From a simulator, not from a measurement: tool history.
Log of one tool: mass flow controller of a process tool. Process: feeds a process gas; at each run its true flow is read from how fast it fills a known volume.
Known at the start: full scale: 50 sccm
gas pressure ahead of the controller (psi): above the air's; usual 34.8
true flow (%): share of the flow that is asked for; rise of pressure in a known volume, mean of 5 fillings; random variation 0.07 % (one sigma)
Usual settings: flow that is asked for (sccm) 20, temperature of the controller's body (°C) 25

run,hour,flow that is asked for (sccm),gas pressure ahead of the controller (psi),temperature of the controller's body (°C),true flow (%)
1,0,20,34.8,25,101.46
2,431.5,20,21.8,25,102.48
3,721,20,34.8,25,102
4,1000.1,20,34.8,25,101.91
5,1229.9,20,26.1,25,102.46
6,1510.9,20,26.1,25,102.65
7,1958.1,20,34.8,23,102.31
8,2204.1,20,34.8,23,102.43
9,2454.1,20,34.8,28,102.97
# hour 2877.6: controller's zero set anew
10,2921.2,20,34.8,28,103.57
11,3260.9,20,34.8,28,103.48
12,3687.2,20,34.8,39,104.55
# hour 3945.5: controller exchanged for a calibrated one
13,3966.3,20,34.8,39,99.85
# hour 4004.3: controller's zero set anew, once more
14,4365.6,20,34.8,25,99.08
15,4755,20,34.8,25,99.19
16,5195.3,20,34.8,25,99.52
17,5665,20,34.8,25,99.56
18,5999.7,5,34.8,25,100.39
19,6264.3,20,34.8,25,99.92
20,6476.9,20,34.8,25,99.95
21,6813.4,20,34.8,25,100.14
22,7121.6,20,34.8,25,100.28
23,7504.9,20,34.8,25,100.36
24,7965.7,20,34.8,25,100.79
25,8409.2,20,34.8,25,100.77
26,8734.5,20,34.8,25,100.92
27,9106.8,20,34.8,33,101.57
28,9384.7,29,34.8,38,102
29,9596.9,16,22.2,34,102.64
30,9896.2,20,36.3,25,101.31
31,10229.8,42,37.1,27,101.76
32,10501.9,6,39.9,20,102.85
33,10853.4,6,39.9,20,102.98
34,11119.9,6,37.3,20,103.34
35,11322.2,6,37.3,20,103.62
36,11743,6,37.3,20,103.73
37,12184.1,20,34.8,31,102.84
38,12408.8,32,34.8,25,102.23
39,12648.6,12,21.3,25,103.85
40,13036.5,8,34.8,34,104.84
# hour 13222.7: controller's zero set anew
41,13284.7,22,39.7,32,101.88
42,13491.4,39,37.7,32,102.59
43,13681.7,39,23.1,22,102.71

Run 44 comes next. What will it give?
44,14032.6,24,23.1,28,?

Run 44 gave true flow (%) 102.97.
Without the tool's hidden state the same run would have given true flow (%) 99.86.
